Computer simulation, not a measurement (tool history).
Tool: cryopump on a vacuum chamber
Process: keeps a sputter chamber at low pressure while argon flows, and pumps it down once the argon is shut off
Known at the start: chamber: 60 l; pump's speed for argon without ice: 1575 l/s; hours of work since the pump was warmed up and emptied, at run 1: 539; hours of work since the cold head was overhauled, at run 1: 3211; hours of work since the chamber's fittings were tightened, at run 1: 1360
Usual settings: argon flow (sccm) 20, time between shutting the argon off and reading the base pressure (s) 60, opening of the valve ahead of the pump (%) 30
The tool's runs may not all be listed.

run     day  argon flow (sccm)  time between shutting the argon off and reading the base pressure (s)  opening of the valve ahead of the pump (%)  hours of work since the pump was warmed up and emptied  hours of work since the cold head was overhauled  hours of work since the chamber's fittings were tightened  pressure while argon flows (Pa)  pressure after the wait (uPa)
  1       0                 20                                                                     60                                          30                                                     539                                              3211                                                       1360                           0.0788                           2.21
  2    3.15                 20                                                                     60                                          30                                                     602                                              3275                                                       1424                           0.0801                           2.41
  3   6.946                 33                                                                     60                                          30                                                     679                                              3352                                                       1501                           0.1336                           2.54
  4     9.6                 33                                                                     60                                          30                                                     733                                              3405                                                       1554                           0.1356                           2.79
  5  13.429                 33                                                                     60                                          30                                                     810                                              3483                                                       1632                           0.1371                           2.91
     14.783  -- pump warmed up, emptied and cooled again
  6  18.146                 33                                                                     60                                          30                                                      68                                              3574                                                       1723                           0.1212                           2.25
  7  20.442                 33                                                                     60                                          30                                                     114                                              3620                                                       1769                           0.1211                           2.36
     21.133  -- leaking fittings of the chamber tightened, without venting
  8  24.321                 20                                                                     25                                          30                                                     191                                              3697                                                         64                           0.0742                           1.97
  9  27.183                 20                                                                     60                                          30                                                     249                                              3755                                                        122                           0.0744                           1.05
 10  31.571                 20                                                                     60                                          30                                                     338                                              3844                                                        211                           0.0764                           1.09
 11  35.258                 21                                                                     60                                          30                                                     412                                              3918                                                        286                           0.0809                           1.21
 12  38.367                 20                                                                     60                                          30                                                     475                                              3981                                                        348                           0.0788                           1.25
 13  40.817                 20                                                                     60                                          30                                                     525                                              4031                                                        398                           0.0789                           1.41
 14   44.95                 20                                                                     60                                          35                                                     608                                              4114                                                        482                           0.0696                           1.48
 15  48.758                 32                                                                     60                                          35                                                     685                                              4191                                                        559                           0.1128                           1.62
 16  53.338                 25                                                                     34                                          35                                                     778                                              4284                                                        651                           0.0887                           2.34
     56.346  -- pump warmed up, emptied and cooled again
 17  56.862                 25                                                                     34                                          35                                                      10                                              4351                                                        718                           0.0776                              2
 18  60.179                 22                                                                     91                                          36                                                      77                                              4418                                                        785                            0.067                           1.27
 19  63.554                 22                                                                     91                                          36                                                     146                                              4486                                                        854                           0.0677                           1.37
 20  67.721                 14                                                                     71                                          30                                                     230                                              4570                                                        938                           0.0523                           1.65
 21  71.754                 19                                                                     81                                          18                                                     312                                              4652                                                       1019                           0.1176                           1.64
 22  76.008                 19                                                                     96                                          32                                                     398                                              4738                                                       1105                           0.0704                           1.76
 23  80.233                 19                                                                     96                                          32                                                     483                                              4823                                                       1191                           0.0693                           1.82
 24  82.875                 19                                                                     41                                          45                                                     536                                              4877                                                       1244                           0.0519                           2.49
 25  84.896                 19                                                                     41                                          45                                                     577                                              4918                                                       1285                           0.0517                           2.62
 26  86.804                 19                                                                     41                                          45                                                     616                                              4956                                                       1324                           0.0538                            2.7
 27  90.942                 38                                                                     41                                          41                                                     700                                              5040                                                       1407                           0.1184                           2.82
 28  93.375                 38                                                                     41                                          41                                                     749                                              5089                                                       1457                           0.1194                           3.03

3 ways to go on from here, each from the tool as it stands after run 28. What would each give?
  A  96.725                 18                                                                    179                                          47                                                     816                                              5157                                                       1524                                ?                              ?
  B  96.725                 20                                                                    139                                          30                                                     816                                              5157                                                       1524                                ?                              ?
  C  96.725                 38                                                                    162                                          41                                                     816                                              5157                                                       1524                                ?                              ?

run  pressure while argon flows (Pa)  pressure after the wait (uPa)
  A                           0.0521                           2.32
  B                           0.0841                            2.4
  C                           0.1235                           2.38
Without the tool's hidden state the same runs would have given:
run  pressure while argon flows (Pa)  pressure after the wait (uPa)
  A                           0.0411                           0.42
  B                           0.0719                            0.5
  C                           0.1001                           0.45

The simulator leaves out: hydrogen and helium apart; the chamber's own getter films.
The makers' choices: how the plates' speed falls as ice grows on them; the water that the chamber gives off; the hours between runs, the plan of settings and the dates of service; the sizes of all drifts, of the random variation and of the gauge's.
